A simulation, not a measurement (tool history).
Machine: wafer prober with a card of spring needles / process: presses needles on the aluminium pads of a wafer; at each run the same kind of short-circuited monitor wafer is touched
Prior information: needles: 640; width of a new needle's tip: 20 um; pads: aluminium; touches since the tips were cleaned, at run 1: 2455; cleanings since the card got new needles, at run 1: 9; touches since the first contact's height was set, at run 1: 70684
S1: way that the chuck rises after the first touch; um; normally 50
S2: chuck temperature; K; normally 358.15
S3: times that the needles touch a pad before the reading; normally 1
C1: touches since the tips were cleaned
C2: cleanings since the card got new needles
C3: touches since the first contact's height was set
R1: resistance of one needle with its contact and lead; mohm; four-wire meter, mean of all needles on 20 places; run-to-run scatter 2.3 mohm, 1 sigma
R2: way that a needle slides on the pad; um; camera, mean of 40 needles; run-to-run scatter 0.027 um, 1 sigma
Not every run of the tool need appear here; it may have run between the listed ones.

run 1 hour=0.0 | S1=50 S2=358.15 S3=1 | C1=2455 C2=9 C3=70684 | R1=291 R2=7.99
-- hour=10.5 tips cleaned on abrasive film
-- hour=27.7 tips cleaned on abrasive film
-- hour=44.4 tips cleaned on abrasive film
run 2 hour=48.1 | S1=50 S2=314.15 S3=1 | C1=1810 C2=12 C3=93867 | R1=275 R2=7.95
-- hour=60.5 tips cleaned on abrasive film
-- hour=75.9 tips cleaned on abrasive film
run 3 hour=77.1 | S1=50 S2=314.15 S3=1 | C1=561 C2=14 C3=107795 | R1=258 R2=7.88
-- hour=91.5 tips cleaned on abrasive film
run 4 hour=99.2 | S1=50 S2=314.15 S3=1 | C1=3725 C2=15 C3=118468 | R1=292 R2=7.88
-- hour=108.8 tips cleaned on abrasive film
-- hour=125.9 tips cleaned on abrasive film
run 5 hour=126.2 | S1=50 S2=358.15 S3=1 | C1=154 C2=17 C3=131464 | R1=266 R2=7.87
-- hour=142.9 tips cleaned on abrasive film
run 6 hour=148.6 | S1=50 S2=358.15 S3=1 | C1=2747 C2=18 C3=142261 | R1=293 R2=7.87
-- hour=158.1 tips cleaned on abrasive film
run 7 hour=170.1 | S1=50 S2=358.15 S3=1 | C1=5814 C2=19 C3=152640 | R1=310 R2=7.85
-- hour=176.3 tips cleaned on abrasive film
-- hour=192.1 tips cleaned on abrasive film
run 8 hour=192.9 | S1=47 S2=358.15 S3=1 | C1=400 C2=21 C3=163615 | R1=276 R2=7.36
-- hour=209.5 tips cleaned on abrasive film
-- hour=224.5 tips cleaned on abrasive film
run 9 hour=224.5 | S1=47 S2=358.15 S3=1 | C1=0 C2=23 C3=178801 | R1=267 R2=7.29
-- hour=240.1 tips cleaned on abrasive film
run 10 hour=251.1 | S1=50 S2=358.15 S3=1 | C1=5338 C2=24 C3=191657 | R1=312 R2=7.78
-- hour=254.8 tips cleaned on abrasive film
-- hour=272.5 tips cleaned on abrasive film
-- hour=288.2 tips cleaned on abrasive film
run 11 hour=296.4 | S1=50 S2=358.15 S3=1 | C1=3955 C2=27 C3=213460 | R1=309 R2=7.73
-- hour=305.3 tips cleaned on abrasive film
-- hour=320.6 tips cleaned on abrasive film
run 12 hour=325.6 | S1=50 S2=330.15 S3=1 | C1=2427 C2=29 C3=227510 | R1=288 R2=7.72
-- hour=337.9 tips cleaned on abrasive film
-- hour=355.9 tips cleaned on abrasive film
-- hour=362.9 height of the first contact set anew
run 13 hour=366.3 | S1=50 S2=330.15 S3=1 | C1=4889 C2=31 C3=1634 | R1=295 R2=8.00
-- hour=371.5 tips cleaned on abrasive film
-- hour=388.2 tips cleaned on abrasive film
run 14 hour=395.0 | S1=50 S2=325.15 S3=1 | C1=3277 C2=33 C3=15452 | R1=291 R2=8.05
-- hour=404.5 tips cleaned on abrasive film
-- hour=420.9 tips cleaned on abrasive film
-- hour=436.4 tips cleaned on abrasive film
run 15 hour=442.5 | S1=50 S2=325.15 S3=1 | C1=2960 C2=36 C3=38360 | R1=290 R2=7.99
-- hour=453.5 tips cleaned on abrasive film
run 16 hour=466.8 | S1=55 S2=336.15 S3=1 | C1=6454 C2=37 C3=50087 | R1=290 R2=8.76
-- hour=470.6 tips cleaned on abrasive film
-- hour=488.1 tips cleaned on abrasive film
run 17 hour=501.3 | S1=46 S2=336.15 S3=2 | C1=6373 C2=39 C3=66671 | R1=295 R2=7.29
-- hour=503.7 tips cleaned on abrasive film
-- hour=519.4 tips cleaned on abrasive film
run 18 hour=527.0 | S1=46 S2=336.15 S3=2 | C1=3670 C2=41 C3=79050 | R1=287 R2=7.28
-- hour=534.4 tips cleaned on abrasive film
-- hour=552.4 tips cleaned on abrasive film
-- hour=568.2 tips cleaned on abrasive film
run 19 hour=577.3 | S1=36 S2=309.15 S3=2 | C1=4417 C2=44 C3=103273 | R1=318 R2=5.70
-- hour=583.7 tips cleaned on abrasive film
-- hour=598.8 tips cleaned on abrasive film
-- hour=615.4 tips cleaned on abrasive film
run 20 hour=622.0 | S1=36 S2=309.15 S3=2 | C1=3185 C2=47 C3=124791 | R1=313 R2=5.62
-- hour=632.0 tips cleaned on abrasive film
-- hour=647.9 tips cleaned on abrasive film
run 21 hour=652.3 | S1=36 S2=309.15 S3=2 | C1=2152 C2=49 C3=139409 | R1=297 R2=5.57
-- hour=665.1 tips cleaned on abrasive film
-- hour=682.1 tips cleaned on abrasive film
run 22 hour=691.9 | S1=33 S2=305.15 S3=2 | C1=4727 C2=51 C3=158484 | R1=338 R2=5.05
-- hour=698.6 tips cleaned on abrasive film
-- hour=713.4 tips cleaned on abrasive film
run 23 hour=714.7 | S1=33 S2=305.15 S3=2 | C1=616 C2=53 C3=169427 | R1=275 R2=5.04
-- hour=730.1 tips cleaned on abrasive film
run 24 hour=742.5 | S1=33 S2=331.15 S3=1 | C1=6000 C2=54 C3=182872 | R1=418 R2=5.04
-- hour=746.2 tips cleaned on abrasive film
-- hour=761.5 tips cleaned on abrasive film
-- hour=778.6 tips cleaned on abrasive film
run 25 hour=786.2 | S1=53 S2=339.15 S3=1 | C1=3729 C2=57 C3=203917 | R1=296 R2=8.24
-- hour=793.2 tips cleaned on abrasive film
-- hour=807.9 tips cleaned on abrasive film
run 26 hour=808.0 | S1=53 S2=339.15 S3=1 | C1=2 C2=59 C3=214339 | R1=257 R2=8.18
-- hour=823.3 tips cleaned on abrasive film
-- hour=841.0 tips cleaned on abrasive film
-- hour=857.4 tips cleaned on abrasive film
run 27 hour=858.1 | S1=53 S2=339.15 S3=1 | C1=304 C2=62 C3=238475 | R1=266 R2=8.16
-- hour=874.7 tips cleaned on abrasive film
-- hour=875.0 height of the first contact set anew
-- hour=890.7 tips cleaned on abrasive film
run 28 hour=892.1 | S1=53 S2=339.15 S3=1 | C1=677 C2=64 C3=8210 | R1=263 R2=8.50
-- hour=905.3 tips cleaned on abrasive film
run 29 hour=919.0 | S1=32 S2=379.15 S3=1 | C1=6657 C2=65 C3=21222 | R1=423 R2=5.09

Hidden state at the last listed run before each entry between runs and at the first one after, where it differs:
In the gap between runs 1 and 2: tips cleaned on abrasive film (hour 10.5); tips cleaned on abrasive film (hour 27.7); tips cleaned on abrasive film (hour 44.4)
  debris on the tips, nm: 29.2 -> 24.3; way that the needles fall short of the set height, um: 0.55 -> 0.74; tips' diameter, um: 20.19 -> 20.26
  the result without the hidden state subtracted from the measured one, R1: +32 -> +29 mohm; R2: -0.09 -> -0.12 um
In the gap between runs 2 and 3: tips cleaned on abrasive film (hour 60.5); tips cleaned on abrasive film (hour 75.9)
  debris on the tips, nm: 24.3 -> 9.9; way that the needles fall short of the set height, um: 0.74 -> 0.86; tips' diameter, um: 20.26 -> 20.3
  the result without the hidden state subtracted from the measured one, R1: +29 -> +12 mohm; R2: -0.12 -> -0.14 um
In the gap between runs 3 and 4: tips cleaned on abrasive film (hour 91.5)
  debris on the tips, nm: 9.9 -> 39.2; way that the needles fall short of the set height, um: 0.86 -> 0.91; tips' diameter, um: 20.3 -> 20.32
  the result without the hidden state subtracted from the measured one, R1: +12 -> +47 mohm; R2: -0.14 -> -0.15 um
In the gap between runs 4 and 5: tips cleaned on abrasive film (hour 108.8); tips cleaned on abrasive film (hour 125.9)
  debris on the tips, nm: 39.2 -> 7.1; way that the needles fall short of the set height, um: 0.91 -> 1.08; tips' diameter, um: 20.32 -> 20.38
  the result without the hidden state subtracted from the measured one, R1: +47 -> +9 mohm; R2: -0.15 -> -0.17 um
In the gap between runs 5 and 6: tips cleaned on abrasive film (hour 142.9)
  debris on the tips, nm: 7.1 -> 29.8; way that the needles fall short of the set height, um: 1.08 -> 1.14; tips' diameter, um: 20.38 -> 20.4
  the result without the hidden state subtracted from the measured one, R1: +9 -> +35 mohm; R2: -0.17 -> -0.19 um
In the gap between runs 6 and 7: tips cleaned on abrasive film (hour 158.1)
  debris on the tips, nm: 29.8 -> 47.5; way that the needles fall short of the set height, um: 1.14 -> 1.22; tips' diameter, um: 20.4 -> 20.43
  the result without the hidden state subtracted from the measured one, R1: +35 -> +55 mohm; R2: -0.19 -> -0.19 um
In the gap between runs 7 and 8: tips cleaned on abrasive film (hour 176.3); tips cleaned on abrasive film (hour 192.1)
  debris on the tips, nm: 47.5 -> 8.6; way that the needles fall short of the set height, um: 1.22 -> 1.36; tips' diameter, um: 20.43 -> 20.47
  the result without the hidden state subtracted from the measured one, R1: +55 -> +13 mohm; R2: -0.19 -> -0.22 um
In the gap between runs 8 and 9: tips cleaned on abrasive film (hour 209.5); tips cleaned on abrasive film (hour 224.5)
  debris on the tips, nm: 8.6 -> 5; way that the needles fall short of the set height, um: 1.36 -> 1.48; tips' diameter, um: 20.47 -> 20.52
  the result without the hidden state subtracted from the measured one, R1: +13 -> +9 mohm; R2: -0.22 -> -0.24 um
In the gap between runs 9 and 10: tips cleaned on abrasive film (hour 240.1)
  debris on the tips, nm: 5 -> 44; way that the needles fall short of the set height, um: 1.48 -> 1.57; tips' diameter, um: 20.52 -> 20.55
  the result without the hidden state subtracted from the measured one, R1: +9 -> +52 mohm; R2: -0.24 -> -0.25 um
In the gap between runs 10 and 11: tips cleaned on abrasive film (hour 254.8); tips cleaned on abrasive film (hour 272.5); tips cleaned on abrasive film (hour 288.2)
  debris on the tips, nm: 44 -> 38.9; way that the needles fall short of the set height, um: 1.57 -> 1.78; tips' diameter, um: 20.55 -> 20.62
  the result without the hidden state subtracted from the measured one, R1: +52 -> +48 mohm; R2: -0.25 -> -0.28 um
In the gap between runs 11 and 12: tips cleaned on abrasive film (hour 305.3); tips cleaned on abrasive film (hour 320.6)
  debris on the tips, nm: 38.9 -> 28.5; way that the needles fall short of the set height, um: 1.78 -> 1.9; tips' diameter, um: 20.62 -> 20.67
  the result without the hidden state subtracted from the measured one, R1: +48 -> +38 mohm; R2: -0.28 -> -0.30 um
In the gap between runs 12 and 13: tips cleaned on abrasive film (hour 337.9); tips cleaned on abrasive film (hour 355.9); height of the first contact set anew (hour 362.9)
  debris on the tips, nm: 28.5 -> 42.2; way that the needles fall short of the set height, um: 1.9 -> 0; tips' diameter, um: 20.67 -> 20.71
  the result without the hidden state subtracted from the measured one, R1: +38 -> +49 mohm; R2: -0.30 -> +0.00 um
In the gap between runs 13 and 14: tips cleaned on abrasive film (hour 371.5); tips cleaned on abrasive film (hour 388.2)
  debris on the tips, nm: 42.2 -> 36.4; way that the needles fall short of the set height, um: 0 -> 0.1; tips' diameter, um: 20.71 -> 20.75
  the result without the hidden state subtracted from the measured one, R1: +49 -> +44 mohm; R2: +0.00 -> -0.02 um
In the gap between runs 14 and 15: tips cleaned on abrasive film (hour 404.5); tips cleaned on abrasive film (hour 420.9); tips cleaned on abrasive film (hour 436.4)
  debris on the tips, nm: 36.4 -> 32.9; way that the needles fall short of the set height, um: 0.1 -> 0.28; tips' diameter, um: 20.75 -> 20.81
  the result without the hidden state subtracted from the measured one, R1: +44 -> +41 mohm; R2: -0.02 -> -0.04 um
In the gap between runs 15 and 16: tips cleaned on abrasive film (hour 453.5)
  debris on the tips, nm: 32.9 -> 47.9; way that the needles fall short of the set height, um: 0.28 -> 0.34; tips' diameter, um: 20.81 -> 20.83
  the result without the hidden state subtracted from the measured one, R1: +41 -> +47 mohm; R2: -0.04 -> -0.05 um
In the gap between runs 16 and 17: tips cleaned on abrasive film (hour 470.6); tips cleaned on abrasive film (hour 488.1)
  debris on the tips, nm: 47.9 -> 49.7; way that the needles fall short of the set height, um: 0.34 -> 0.49; tips' diameter, um: 20.83 -> 20.89
  the result without the hidden state subtracted from the measured one, R1: +47 -> +43 mohm; R2: -0.05 -> -0.07 um
In the gap between runs 17 and 18: tips cleaned on abrasive film (hour 503.7); tips cleaned on abrasive film (hour 519.4)
  debris on the tips, nm: 49.7 -> 37.1; way that the needles fall short of the set height, um: 0.49 -> 0.66; tips' diameter, um: 20.89 -> 20.94
  the result without the hidden state subtracted from the measured one, R1: +43 -> +34 mohm; R2: -0.07 -> -0.11 um
In the gap between runs 18 and 19: tips cleaned on abrasive film (hour 534.4); tips cleaned on abrasive film (hour 552.4); tips cleaned on abrasive film (hour 568.2)
  debris on the tips, nm: 37.1 -> 41.7; way that the needles fall short of the set height, um: 0.66 -> 0.85; tips' diameter, um: 20.94 -> 21.01
  the result without the hidden state subtracted from the measured one, R1: +34 -> +63 mohm; R2: -0.11 -> -0.13 um
In the gap between runs 19 and 20: tips cleaned on abrasive film (hour 583.7); tips cleaned on abrasive film (hour 598.8); tips cleaned on abrasive film (hour 615.4)
  debris on the tips, nm: 41.7 -> 36.3; way that the needles fall short of the set height, um: 0.85 -> 1.05; tips' diameter, um: 21.01 -> 21.08
  the result without the hidden state subtracted from the measured one, R1: +63 -> +57 mohm; R2: -0.13 -> -0.17 um
In the gap between runs 20 and 21: tips cleaned on abrasive film (hour 632.0); tips cleaned on abrasive film (hour 647.9)
  debris on the tips, nm: 36.3 -> 27.9; way that the needles fall short of the set height, um: 1.05 -> 1.18; tips' diameter, um: 21.08 -> 21.13
  the result without the hidden state subtracted from the measured one, R1: +57 -> +45 mohm; R2: -0.17 -> -0.19 um
In the gap between runs 21 and 22: tips cleaned on abrasive film (hour 665.1); tips cleaned on abrasive film (hour 682.1)
  debris on the tips, nm: 27.9 -> 44.4; way that the needles fall short of the set height, um: 1.18 -> 1.32; tips' diameter, um: 21.13 -> 21.18
  the result without the hidden state subtracted from the measured one, R1: +45 -> +84 mohm; R2: -0.19 -> -0.21 um
In the gap between runs 22 and 23: tips cleaned on abrasive film (hour 698.6); tips cleaned on abrasive film (hour 713.4)
  debris on the tips, nm: 44.4 -> 9.5; way that the needles fall short of the set height, um: 1.32 -> 1.48; tips' diameter, um: 21.18 -> 21.23
  the result without the hidden state subtracted from the measured one, R1: +84 -> +22 mohm; R2: -0.21 -> -0.24 um
In the gap between runs 23 and 24: tips cleaned on abrasive film (hour 730.1)
  debris on the tips, nm: 9.5 -> 47.6; way that the needles fall short of the set height, um: 1.48 -> 1.53; tips' diameter, um: 21.23 -> 21.25
  the result without the hidden state subtracted from the measured one, R1: +22 -> +147 mohm; R2: -0.24 -> -0.24 um
In the gap between runs 24 and 25: tips cleaned on abrasive film (hour 746.2); tips cleaned on abrasive film (hour 761.5); tips cleaned on abrasive film (hour 778.6)
  debris on the tips, nm: 47.6 -> 38.2; way that the needles fall short of the set height, um: 1.53 -> 1.73; tips' diameter, um: 21.25 -> 21.32
  the result without the hidden state subtracted from the measured one, R1: +147 -> +47 mohm; R2: -0.24 -> -0.27 um
In the gap between runs 25 and 26: tips cleaned on abrasive film (hour 793.2); tips cleaned on abrasive film (hour 807.9)
  debris on the tips, nm: 38.2 -> 4.2; way that the needles fall short of the set height, um: 1.73 -> 1.9; tips' diameter, um: 21.32 -> 21.38
  the result without the hidden state subtracted from the measured one, R1: +47 -> +8 mohm; R2: -0.27 -> -0.31 um
In the gap between runs 26 and 27: tips cleaned on abrasive film (hour 823.3); tips cleaned on abrasive film (hour 841.0); tips cleaned on abrasive film (hour 857.4)
  debris on the tips, nm: 4.2 -> 9.1; way that the needles fall short of the set height, um: 1.9 -> 2.1; tips' diameter, um: 21.38 -> 21.45
  the result without the hidden state subtracted from the measured one, R1: +8 -> +14 mohm; R2: -0.31 -> -0.34 um
In the gap between runs 27 and 28: tips cleaned on abrasive film (hour 874.7); height of the first contact set anew (hour 875.0); tips cleaned on abrasive film (hour 890.7)
  debris on the tips, nm: 9.1 -> 13.7; way that the needles fall short of the set height, um: 2.1 -> 0.05; tips' diameter, um: 21.45 -> 21.49
  the result without the hidden state subtracted from the measured one, R1: +14 -> +17 mohm; R2: -0.34 -> -0.01 um
In the gap between runs 28 and 29: tips cleaned on abrasive film (hour 905.3)
  debris on the tips, nm: 13.7 -> 48.4; way that the needles fall short of the set height, um: 0.05 -> 0.13; tips' diameter, um: 21.49 -> 21.52
  the result without the hidden state subtracted from the measured one, R1: +17 -> +137 mohm; R2: -0.01 -> -0.02 um
